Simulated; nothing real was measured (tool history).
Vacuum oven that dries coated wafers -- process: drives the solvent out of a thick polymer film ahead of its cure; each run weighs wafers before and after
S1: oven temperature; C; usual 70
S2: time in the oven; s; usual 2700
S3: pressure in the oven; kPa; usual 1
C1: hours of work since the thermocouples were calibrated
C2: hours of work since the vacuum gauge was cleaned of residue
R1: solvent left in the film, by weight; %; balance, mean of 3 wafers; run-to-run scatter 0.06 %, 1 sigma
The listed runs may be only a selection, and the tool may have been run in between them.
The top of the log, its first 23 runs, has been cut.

At hour 2062.8: vacuum gauge cleaned of residue and calibrated.
Run 24, hour 2090.2: usual settings; C1 56; C2 12. Result: R1 3.24 %.
Run 25, hour 2180.6: usual settings but S1 82 C, S2 1500 s, S3 2.88 kPa; C1 96; C2 53. Result: R1 2.71 %.
Run 26, hour 2291.7: usual settings but S1 82 C, S2 1620 s, S3 2.64 kPa; C1 147; C2 104. Result: R1 2.48 %.
Run 27, hour 2351.1: usual settings but S1 75 C, S2 3300 s, S3 2.64 kPa; C1 174; C2 130. Result: R1 1.73 %.
Run 28, hour 2448.2: usual settings but S3 0.56 kPa; C1 218; C2 174. Result: R1 3.16 %.
Run 29, hour 2526.7: usual settings but S1 68 C, S2 3060 s, S3 1.65 kPa; C1 253; C2 210. Result: R1 3.7 %.
Run 30, hour 2600.7: usual settings but S2 3120 s; C1 286; C2 243. Result: R1 2.6 %.
Run 31, hour 2687.7: usual settings but S1 80 C, S2 4080 s, S3 3.07 kPa; C1 326; C2 283. Result: R1 0.87 %.
Run 32, hour 2788.7: usual settings but S1 75 C; C1 372; C2 328. Result: R1 1.96 %.
Run 33, hour 2910.4: usual settings but S2 1440 s; C1 427; C2 383. Result: R1 7.15 %.
Run 34, hour 2989.8: usual settings but S1 73 C, S2 2280 s, S3 0.54 kPa; C1 462; C2 419. Result: R1 3.05 %.
Run 35, hour 3116.5: usual settings but S2 3000 s; C1 520; C2 477. Result: R1 3.03 %.
Run 36, hour 3188.8: usual settings but S1 84 C, S2 4200 s, S3 3.14 kPa; C1 552; C2 509. Result: R1 0.85 %.
Run 37, hour 3266.5: usual settings but S1 84 C, S2 4200 s, S3 3.14 kPa; C1 588; C2 544. Result: R1 0.84 %.
Run 38, hour 3376.4: usual settings but S1 59 C; C1 637; C2 594. Result: R1 8.29 %.

Run 39 has not been measured yet. What should we expect?
Run 39, hour 3501.5: usual settings but S1 59 C; C1 694; C2 651. Result: R1 ?.

Run 39 measured R1 8.23 %.
The same run, on a tool lacking any hidden state, would have yielded R1 7.86 %.
